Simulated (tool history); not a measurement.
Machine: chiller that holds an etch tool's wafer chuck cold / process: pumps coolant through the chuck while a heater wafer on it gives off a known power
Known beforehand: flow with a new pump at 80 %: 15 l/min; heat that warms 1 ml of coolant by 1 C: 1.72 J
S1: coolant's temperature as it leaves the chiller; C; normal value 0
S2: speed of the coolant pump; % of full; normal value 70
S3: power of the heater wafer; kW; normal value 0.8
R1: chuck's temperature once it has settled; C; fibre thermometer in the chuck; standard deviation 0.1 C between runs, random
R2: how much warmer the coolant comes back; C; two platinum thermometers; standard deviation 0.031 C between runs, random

run,hour,S1,S2,S3,R1,R2
1,0,0,70,0.8,8.1,2.2
2,84,0,70,0.8,8,2.17
3,183.3,0,70,0.8,8.1,2.14
4,242.7,0,70,0.495,4.9,1.3
5,312,0,70,0.495,4.8,1.34
6,372.9,0,70,0.495,4.9,1.36
7,424.1,0,70,0.8,8.2,2.21
8,512.6,0,70,0.8,8.1,2.21
9,596.5,0,70,0.8,8.1,2.23
10,640.6,0,70,0.8,8.3,2.19
11,707.8,-5,60,0.8,4.1,2.67
12,762.2,8,81,0.8,15.3,1.93
13,834.8,-6,79,0.818,1.4,1.99
# hour 846.7: coolant pump overhauled
14,935.3,-6,79,0.818,1.8,2.03
15,1019.1,0,94,0.607,4.9,1.19
# hour 1118.9: coolant pump overhauled, once more
16,1124.2,-6,73,0.607,-0.2,1.53
17,1200.2,2,70,0.407,5.9,1.1
18,1280.5,-1,95,1.098,7.7,2.12

What if the next run were any one of these 5? Each begins from the tool's condition after run 18:
A,1320.6,-6,64,0.899,?,?
B,1320.6,-4,81,0.754,?,?
C,1320.6,-8,70,0.494,?,?
D,1320.6,-4,74,0.479,?,?
E,1320.6,8,70,0.951,?,?

run,R1,R2
A,3.6,2.69
B,2.8,1.8
C,-3.3,1.31
D,0.5,1.16
E,17.5,2.56
With the hidden condition removed and each run's random variation left untouched, the same runs would have given:
run,R1,R2
A,2.8,2.68
B,2.2,1.8
C,-3.6,1.3
D,0.2,1.16
E,16.7,2.55

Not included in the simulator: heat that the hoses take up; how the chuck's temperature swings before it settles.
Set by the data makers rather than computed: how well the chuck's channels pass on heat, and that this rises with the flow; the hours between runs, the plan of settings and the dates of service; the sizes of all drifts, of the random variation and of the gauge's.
